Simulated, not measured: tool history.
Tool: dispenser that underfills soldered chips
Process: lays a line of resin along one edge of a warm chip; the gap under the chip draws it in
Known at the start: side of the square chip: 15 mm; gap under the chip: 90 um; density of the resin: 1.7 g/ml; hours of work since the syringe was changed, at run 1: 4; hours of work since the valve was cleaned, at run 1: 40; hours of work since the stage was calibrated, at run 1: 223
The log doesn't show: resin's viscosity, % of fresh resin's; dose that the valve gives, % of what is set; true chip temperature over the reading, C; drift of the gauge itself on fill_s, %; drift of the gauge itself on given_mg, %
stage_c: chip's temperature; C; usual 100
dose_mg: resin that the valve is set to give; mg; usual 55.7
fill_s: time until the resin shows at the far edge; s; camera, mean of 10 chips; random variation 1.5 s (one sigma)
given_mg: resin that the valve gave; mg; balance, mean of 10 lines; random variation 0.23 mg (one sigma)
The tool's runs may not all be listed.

run   hour  stage_c  dose_mg  hours of work since the syringe was changed  hours of work since the valve was cleaned  hours of work since the stage was calibrated  fill_s  given_mg
  1      0      100     55.7                                            4                                         40                                           223   171.3     53.44
  2    3.5      100     55.7                                            7                                         43                                           226   196.7      54.1
       9.6  -- dispensing valve cleaned and set on the balance
      10.9  -- new syringe of resin
  3   11.3      100     55.7                                            0                                          1                                           230   140.4     55.52
  4   16.4      100       56                                            4                                          5                                           234   170.9     55.66
  5   20.5      100       56                                            7                                          8                                           237   205.9     55.52
  6     25      100       56                                           11                                         11                                           241   237.4     55.39
      26.3  -- new syringe of resin
  7   33.1      100       56                                            5                                         17                                           247   179.4     55.66
  8     40      100     55.7                                           10                                         22                                           252   235.1     54.96
      41.9  -- new syringe of resin
  9     45      100     55.7                                            2                                         26                                           255   155.9     54.17
 10   49.1      100     55.7                                            5                                         29                                           258   183.3     54.02
 11   53.4      100     55.7                                            9                                         32                                           261   211.9     54.28
      57.5  -- new syringe of resin
 12   60.1      100     55.7                                            2                                         37                                           266   154.1     54.23
 13   63.4      100     55.7                                            4                                         39                                           269   175.9     54.02
 14   69.9       88     72.4                                            9                                         44                                           274   337.4     69.62
      72.8  -- new syringe of resin
      74.2  -- dispensing valve cleaned and set on the balance
 15   77.7       98     53.8                                            3                                          3                                           278   173.4     53.53
 16   82.1      100     55.1                                            6                                          6                                           282   191.9     55.17
      89.6  -- new syringe of resin
 17   90.5       97       58                                            1                                         12                                           288   157.2     57.37
 18   94.6       97     55.2                                            4                                         15                                           291   182.8     54.79
 19   99.2       94     48.4                                            7                                         18                                           294   250.7     47.89
 20  103.5       87     71.9                                           10                                         22                                           297   363.3     70.88
     104.8  -- new syringe of resin
 21  107.6       89     49.6                                            2                                         24                                           300     230     48.48
 22  112.5       96     70.8                                            6                                         28                                           304   209.5     69.43
 23  116.3       96     70.8                                            9                                         31                                           307   243.2      69.1
     120.1  -- new syringe of resin
 24  123.5       96     70.8                                            3                                         36                                           312   176.7     68.74

Forecast each of these 4 alternatives for the next run:
  A  127.1      114     70.8                                            5                                         39                                           315       ?         ?
  B  127.1      111     58.1                                            5                                         39                                           315       ?         ?
  C  127.1       88       71                                            5                                         39                                           315       ?         ?
  D  127.1      100     70.8                                            5                                         39                                           315       ?         ?

run  fill_s  given_mg
  A   112.5     68.71
  B     125     56.36
  C     266      68.7
  D   179.9     68.48
Without the tool's hidden state the same runs would have given:
run  fill_s  given_mg
  A    93.3     70.93
  B   103.6     58.17
  C   223.2     70.92
  D   150.1     70.68
